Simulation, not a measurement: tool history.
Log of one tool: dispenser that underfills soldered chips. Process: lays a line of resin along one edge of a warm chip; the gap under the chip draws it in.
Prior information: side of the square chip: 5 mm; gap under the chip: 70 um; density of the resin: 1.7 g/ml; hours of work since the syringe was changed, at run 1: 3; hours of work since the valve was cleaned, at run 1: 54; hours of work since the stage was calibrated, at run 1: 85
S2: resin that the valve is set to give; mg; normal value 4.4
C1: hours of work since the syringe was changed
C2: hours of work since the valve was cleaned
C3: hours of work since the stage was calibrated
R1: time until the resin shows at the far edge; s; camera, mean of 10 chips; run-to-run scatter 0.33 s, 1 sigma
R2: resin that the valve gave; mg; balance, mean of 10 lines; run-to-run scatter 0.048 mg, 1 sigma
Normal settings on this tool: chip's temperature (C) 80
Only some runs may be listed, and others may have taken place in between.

{"run": 1, "hour": 0.0, "chip's temperature (C)": 80, "S2": 4.4, "C1": 3, "C2": 54, "C3": 85, "R1": 15.4, "R2": 4.22}
{"hour": 4.5, "done": "new syringe of resin"}
{"run": 2, "hour": 7.0, "chip's temperature (C)": 80, "S2": 4.4, "C1": 2, "C2": 59, "C3": 89, "R1": 14.6, "R2": 4.16}
{"hour": 14.8, "done": "new syringe of resin"}
{"run": 3, "hour": 15.2, "chip's temperature (C)": 80, "S2": 4.4, "C1": 0, "C2": 63, "C3": 94, "R1": 13.4, "R2": 4.22}
{"run": 4, "hour": 23.3, "chip's temperature (C)": 80, "S2": 4.4, "C1": 5, "C2": 68, "C3": 99, "R1": 15.7, "R2": 4.19}
{"hour": 24.4, "done": "new syringe of resin"}
{"run": 5, "hour": 32.9, "chip's temperature (C)": 80, "S2": 4.4, "C1": 5, "C2": 74, "C3": 105, "R1": 15.6, "R2": 4.16}
{"hour": 34.3, "done": "new syringe of resin"}
{"run": 6, "hour": 39.1, "chip's temperature (C)": 80, "S2": 4.4, "C1": 3, "C2": 78, "C3": 109, "R1": 15, "R2": 4.18}
{"hour": 44.2, "done": "new syringe of resin"}
{"run": 7, "hour": 48.6, "chip's temperature (C)": 80, "S2": 4.4, "C1": 3, "C2": 83, "C3": 114, "R1": 14.9, "R2": 4.17}
{"hour": 54.0, "done": "new syringe of resin"}
{"run": 8, "hour": 58.8, "chip's temperature (C)": 80, "S2": 4.4, "C1": 3, "C2": 89, "C3": 120, "R1": 14.8, "R2": 4.14}
{"hour": 64.0, "done": "new syringe of resin"}
{"run": 9, "hour": 65.5, "chip's temperature (C)": 80, "S2": 4.4, "C1": 1, "C2": 93, "C3": 124, "R1": 13.9, "R2": 4.12}
{"run": 10, "hour": 71.2, "chip's temperature (C)": 80, "S2": 4.4, "C1": 4, "C2": 97, "C3": 128, "R1": 15.7, "R2": 4.08}
{"hour": 73.3, "done": "dispensing valve cleaned and set on the balance"}
{"hour": 74.6, "done": "new syringe of resin"}
{"run": 11, "hour": 80.5, "chip's temperature (C)": 80, "S2": 4.4, "C1": 4, "C2": 4, "C3": 133, "R1": 15, "R2": 4.42}
{"hour": 84.1, "done": "new syringe of resin"}
{"run": 12, "hour": 91.2, "chip's temperature (C)": 80, "S2": 4.4, "C1": 4, "C2": 11, "C3": 139, "R1": 16.2, "R2": 4.42}
{"hour": 93.9, "done": "new syringe of resin"}
{"run": 13, "hour": 97.6, "chip's temperature (C)": 80, "S2": 4.4, "C1": 2, "C2": 14, "C3": 143, "R1": 14.3, "R2": 4.36}
{"hour": 104.3, "done": "new syringe of resin"}
{"run": 14, "hour": 108.5, "chip's temperature (C)": 80, "S2": 4.4, "C1": 3, "C2": 21, "C3": 149, "R1": 14.8, "R2": 4.3}
{"hour": 114.4, "done": "new syringe of resin"}
{"run": 15, "hour": 120.0, "chip's temperature (C)": 80, "S2": 4.4, "C1": 3, "C2": 28, "C3": 156, "R1": 15.6, "R2": 4.38}
{"hour": 124.3, "done": "new syringe of resin"}
{"run": 16, "hour": 129.6, "chip's temperature (C)": 80, "S2": 4.4, "C1": 3, "C2": 34, "C3": 162, "R1": 15, "R2": 4.29}
{"hour": 134.5, "done": "new syringe of resin"}
{"run": 17, "hour": 137.3, "chip's temperature (C)": 80, "S2": 4.4, "C1": 2, "C2": 38, "C3": 167, "R1": 14.3, "R2": 4.33}
{"hour": 144.2, "done": "new syringe of resin"}
{"run": 18, "hour": 145.7, "chip's temperature (C)": 66, "S2": 4.53, "C1": 1, "C2": 43, "C3": 172, "R1": 22.7, "R2": 4.2}
{"hour": 153.9, "done": "new syringe of resin"}
{"run": 19, "hour": 155.0, "chip's temperature (C)": 66, "S2": 4.53, "C1": 1, "C2": 49, "C3": 177, "R1": 23.2, "R2": 4.39}
{"run": 20, "hour": 162.0, "chip's temperature (C)": 81, "S2": 4.53, "C1": 5, "C2": 53, "C3": 181, "R1": 15.1, "R2": 4.43}
{"hour": 163.8, "done": "new syringe of resin"}
{"run": 21, "hour": 169.4, "chip's temperature (C)": 82, "S2": 5.33, "C1": 3, "C2": 57, "C3": 186, "R1": 14, "R2": 5.04}
{"hour": 173.7, "done": "new syringe of resin"}
{"run": 22, "hour": 177.1, "chip's temperature (C)": 86, "S2": 4.7, "C1": 2, "C2": 62, "C3": 190, "R1": 11.7, "R2": 4.52}
{"hour": 184.1, "done": "new syringe of resin"}
{"run": 23, "hour": 188.4, "chip's temperature (C)": 86, "S2": 4.7, "C1": 3, "C2": 69, "C3": 197, "R1": 12.3, "R2": 4.49}
{"hour": 193.8, "done": "new syringe of resin"}
{"run": 24, "hour": 198.0, "chip's temperature (C)": 89, "S2": 3.79, "C1": 3, "C2": 74, "C3": 203, "R1": 11.6, "R2": 3.61}
{"hour": 203.5, "done": "new syringe of resin"}
{"run": 25, "hour": 208.4, "chip's temperature (C)": 85, "S2": 5.4, "C1": 3, "C2": 80, "C3": 209, "R1": 12.6, "R2": 5.05}
{"hour": 213.2, "done": "new syringe of resin"}
{"run": 26, "hour": 214.2, "chip's temperature (C)": 85, "S2": 5.4, "C1": 1, "C2": 84, "C3": 212, "R1": 11.8, "R2": 5}
{"hour": 222.9, "done": "new syringe of resin"}
{"run": 27, "hour": 223.5, "chip's temperature (C)": 85, "S2": 5.4, "C1": 0, "C2": 89, "C3": 218, "R1": 11.3, "R2": 4.97}
{"hour": 232.6, "done": "new syringe of resin"}
{"run": 28, "hour": 235.1, "chip's temperature (C)": 71, "S2": 4.26, "C1": 2, "C2": 96, "C3": 225, "R1": 20.8, "R2": 3.92}
{"hour": 238.8, "done": "dispensing valve cleaned and set on the balance"}
{"hour": 243.3, "done": "new syringe of resin"}
{"run": 29, "hour": 244.1, "chip's temperature (C)": 74, "S2": 5.16, "C1": 1, "C2": 3, "C3": 230, "R1": 16.6, "R2": 5.13}
{"run": 30, "hour": 250.3, "chip's temperature (C)": 74, "S2": 5.16, "C1": 4, "C2": 7, "C3": 233, "R1": 19, "R2": 5.16}
{"hour": 253.8, "done": "new syringe of resin"}
{"run": 31, "hour": 255.6, "chip's temperature (C)": 95, "S2": 4.4, "C1": 1, "C2": 10, "C3": 236, "R1": 8.3, "R2": 4.38}
{"run": 32, "hour": 260.3, "chip's temperature (C)": 95, "S2": 4.53, "C1": 4, "C2": 13, "C3": 239, "R1": 9.5, "R2": 4.57}
{"hour": 263.8, "done": "new syringe of resin"}
{"run": 33, "hour": 266.0, "chip's temperature (C)": 71, "S2": 3.99, "C1": 1, "C2": 16, "C3": 243, "R1": 19.8, "R2": 3.93}
{"hour": 274.0, "done": "new syringe of resin"}
{"run": 34, "hour": 276.7, "chip's temperature (C)": 71, "S2": 3.99, "C1": 2, "C2": 23, "C3": 249, "R1": 20, "R2": 3.85}

Hidden condition of the tool, last listed run before each entry between runs versus first listed run after:
In the gap between runs 1 and 2: new syringe of resin (hour 4.5)
  resin's viscosity, % of fresh resin's: 111.7 -> 105.1; dose that the valve gives, % of what is set: 96.34 -> 96.03; true chip temperature over the reading, C: -0.28 -> -0.29
  measured less the result without the state, R1: +1.7 -> +1 s; R2: -0.16 -> -0.17 mg
In the gap between runs 2 and 3: new syringe of resin (hour 14.8)
  resin's viscosity, % of fresh resin's: 105.1 -> 100.5; dose that the valve gives, % of what is set: 96.03 -> 95.66; true chip temperature over the reading, C: -0.29 -> -0.31
  measured less the result without the state, R1: +1 -> +0.3 s; R2: -0.17 -> -0.19 mg
In the gap between runs 4 and 5: new syringe of resin (hour 24.4)
  resin's viscosity, % of fresh resin's: 117.7 -> 118.6; dose that the valve gives, % of what is set: 95.29 -> 94.89; true chip temperature over the reading, C: -0.34 -> -0.36
  measured less the result without the state, R1: +2.6 -> +2.8 s; R2: -0.2 -> -0.22 mg
In the gap between runs 5 and 6: new syringe of resin (hour 34.3)
  resin's viscosity, % of fresh resin's: 118.6 -> 110.2; dose that the valve gives, % of what is set: 94.89 -> 94.62; true chip temperature over the reading, C: -0.36 -> -0.38
  measured less the result without the state, R1: +2.8 -> +1.7 s; R2: -0.22 -> -0.23 mg
In the gap between runs 6 and 7: new syringe of resin (hour 44.2)
  resin's viscosity, % of fresh resin's: 110.2 -> 108.4; dose that the valve gives, % of what is set: 94.62 -> 94.17; true chip temperature over the reading, C: -0.38 -> -0.4
  measured less the result without the state, R1: +1.7 -> +1.5 s; R2: -0.23 -> -0.26 mg
In the gap between runs 7 and 8: new syringe of resin (hour 54)
  resin's viscosity, % of fresh resin's: 108.4 -> 108.9; dose that the valve gives, % of what is set: 94.17 -> 93.69; true chip temperature over the reading, C: -0.4 -> -0.43
  measured less the result without the state, R1: +1.5 -> +1.5 s; R2: -0.26 -> -0.28 mg
In the gap between runs 8 and 9: new syringe of resin (hour 64)
  resin's viscosity, % of fresh resin's: 108.9 -> 101.5; dose that the valve gives, % of what is set: 93.69 -> 93.41; true chip temperature over the reading, C: -0.43 -> -0.44
  measured less the result without the state, R1: +1.5 -> +0.6 s; R2: -0.28 -> -0.29 mg
In the gap between runs 10 and 11: dispensing valve cleaned and set on the balance (hour 73.3); new syringe of resin (hour 74.6)
  resin's viscosity, % of fresh resin's: 113.6 -> 110.1; dose that the valve gives, % of what is set: 93.12 -> 99.68; true chip temperature over the reading, C: -0.46 -> -0.48
  measured less the result without the state, R1: +2.3 -> +1.6 s; R2: -0.31 -> -0.02 mg
In the gap between runs 11 and 12: new syringe of resin (hour 84.1)
  resin's viscosity, % of fresh resin's: 110.1 -> 116; dose that the valve gives, % of what is set: 99.68 -> 99.18; true chip temperature over the reading, C: -0.48 -> -0.51
  measured less the result without the state, R1: +1.6 -> +2.5 s; R2: -0.02 -> -0.04 mg
In the gap between runs 12 and 13: new syringe of resin (hour 93.9)
  resin's viscosity, % of fresh resin's: 116 -> 107.1; dose that the valve gives, % of what is set: 99.18 -> 98.87; true chip temperature over the reading, C: -0.51 -> -0.52
  measured less the result without the state, R1: +2.5 -> +1.2 s; R2: -0.04 -> -0.05 mg
In the gap between runs 13 and 14: new syringe of resin (hour 104.3)
  resin's viscosity, % of fresh resin's: 107.1 -> 108.8; dose that the valve gives, % of what is set: 98.87 -> 98.34; true chip temperature over the reading, C: -0.52 -> -0.55
  measured less the result without the state, R1: +1.2 -> +1.5 s; R2: -0.05 -> -0.07 mg
In the gap between runs 14 and 15: new syringe of resin (hour 114.4)
  resin's viscosity, % of fresh resin's: 108.8 -> 110.9; dose that the valve gives, % of what is set: 98.34 -> 97.81; true chip temperature over the reading, C: -0.55 -> -0.58
  measured less the result without the state, R1: +1.5 -> +1.8 s; R2: -0.07 -> -0.1 mg
In the gap between runs 15 and 16: new syringe of resin (hour 124.3)
  resin's viscosity, % of fresh resin's: 110.9 -> 111.3; dose that the valve gives, % of what is set: 97.81 -> 97.35; true chip temperature over the reading, C: -0.58 -> -0.6
  measured less the result without the state, R1: +1.8 -> +1.9 s; R2: -0.1 -> -0.12 mg
In the gap between runs 16 and 17: new syringe of resin (hour 134.5)
  resin's viscosity, % of fresh resin's: 111.3 -> 106.4; dose that the valve gives, % of what is set: 97.35 -> 97.01; true chip temperature over the reading, C: -0.6 -> -0.62
  measured less the result without the state, R1: +1.9 -> +1.2 s; R2: -0.12 -> -0.14 mg
In the gap between runs 17 and 18: new syringe of resin (hour 144.2)
  resin's viscosity, % of fresh resin's: 106.4 -> 103.1; dose that the valve gives, % of what is set: 97.01 -> 96.62; true chip temperature over the reading, C: -0.62 -> -0.64
  measured less the result without the state, R1: +1.2 -> +1.4 s; R2: -0.14 -> -0.15 mg
In the gap between runs 18 and 19: new syringe of resin (hour 153.9)
  resin's viscosity, % of fresh resin's: 103.1 -> 102.9; dose that the valve gives, % of what is set: 96.62 -> 96.17; true chip temperature over the reading, C: -0.64 -> -0.67
  measured less the result without the state, R1: +1.4 -> +1.4 s; R2: -0.15 -> -0.17 mg
In the gap between runs 20 and 21: new syringe of resin (hour 163.8)
  resin's viscosity, % of fresh resin's: 117.8 -> 110.1; dose that the valve gives, % of what is set: 95.89 -> 95.55; true chip temperature over the reading, C: -0.68 -> -0.7
  measured less the result without the state, R1: +2.7 -> +1.6 s; R2: -0.19 -> -0.24 mg
In the gap between runs 21 and 22: new syringe of resin (hour 173.7)
  resin's viscosity, % of fresh resin's: 110.1 -> 106; dose that the valve gives, % of what is set: 95.55 -> 95.22; true chip temperature over the reading, C: -0.7 -> -0.72
  measured less the result without the state, R1: +1.6 -> +1 s; R2: -0.24 -> -0.23 mg
In the gap between runs 22 and 23: new syringe of resin (hour 184.1)
  resin's viscosity, % of fresh resin's: 106 -> 108.1; dose that the valve gives, % of what is set: 95.22 -> 94.7; true chip temperature over the reading, C: -0.72 -> -0.75
  measured less the result without the state, R1: +1 -> +1.3 s; R2: -0.23 -> -0.25 mg
In the gap between runs 23 and 24: new syringe of resin (hour 193.8)
  resin's viscosity, % of fresh resin's: 108.1 -> 108.9; dose that the valve gives, % of what is set: 94.7 -> 94.26; true chip temperature over the reading, C: -0.75 -> -0.77
  measured less the result without the state, R1: +1.3 -> +1.4 s; R2: -0.25 -> -0.22 mg
In the gap between runs 24 and 25: new syringe of resin (hour 203.5)
  resin's viscosity, % of fresh resin's: 108.9 -> 109.3; dose that the valve gives, % of what is set: 94.26 -> 93.76; true chip temperature over the reading, C: -0.77 -> -0.8
  measured less the result without the state, R1: +1.4 -> +1.4 s; R2: -0.22 -> -0.34 mg
In the gap between runs 25 and 26: new syringe of resin (hour 213.2)
  resin's viscosity, % of fresh resin's: 109.3 -> 102.4; dose that the valve gives, % of what is set: 93.76 -> 93.46; true chip temperature over the reading, C: -0.8 -> -0.81
  measured less the result without the state, R1: +1.4 -> +0.6 s; R2: -0.34 -> -0.35 mg
In the gap between runs 26 and 27: new syringe of resin (hour 222.9)
  resin's viscosity, % of fresh resin's: 102.4 -> 101; dose that the valve gives, % of what is set: 93.46 -> 93.06; true chip temperature over the reading, C: -0.81 -> -0.84
  measured less the result without the state, R1: +0.6 -> +0.5 s; R2: -0.35 -> -0.37 mg
In the gap between runs 27 and 28: new syringe of resin (hour 232.6)
  resin's viscosity, % of fresh resin's: 101 -> 106.4; dose that the valve gives, % of what is set: 93.06 -> 92.58; true chip temperature over the reading, C: -0.84 -> -0.87
  measured less the result without the state, R1: +0.5 -> +2.2 s; R2: -0.37 -> -0.32 mg
In the gap between runs 28 and 29: dispensing valve cleaned and set on the balance (hour 238.8); new syringe of resin (hour 243.3)
  resin's viscosity, % of fresh resin's: 106.4 -> 100.9; dose that the valve gives, % of what is set: 92.58 -> 99.77; true chip temperature over the reading, C: -0.87 -> -0.89
  measured less the result without the state, R1: +2.2 -> +0.6 s; R2: -0.32 -> -0.01 mg
In the gap between runs 30 and 31: new syringe of resin (hour 253.8)
  resin's viscosity, % of fresh resin's: 113.7 -> 104; dose that the valve gives, % of what is set: 99.46 -> 99.25; true chip temperature over the reading, C: -0.91 -> -0.92
  measured less the result without the state, R1: +2.9 -> +0.6 s; R2: -0.02 -> -0.03 mg
In the gap between runs 32 and 33: new syringe of resin (hour 263.8)
  resin's viscosity, % of fresh resin's: 114.1 -> 103.7; dose that the valve gives, % of what is set: 99.05 -> 98.81; true chip temperature over the reading, C: -0.93 -> -0.95
  measured less the result without the state, R1: +1.4 -> +1.4 s; R2: -0.04 -> -0.05 mg
In the gap between runs 33 and 34: new syringe of resin (hour 274)
  resin's viscosity, % of fresh resin's: 103.7 -> 104.8; dose that the valve gives, % of what is set: 98.81 -> 98.28; true chip temperature over the reading, C: -0.95 -> -0.98
  measured less the result without the state, R1: +1.4 -> +1.7 s; R2: -0.05 -> -0.07 mg

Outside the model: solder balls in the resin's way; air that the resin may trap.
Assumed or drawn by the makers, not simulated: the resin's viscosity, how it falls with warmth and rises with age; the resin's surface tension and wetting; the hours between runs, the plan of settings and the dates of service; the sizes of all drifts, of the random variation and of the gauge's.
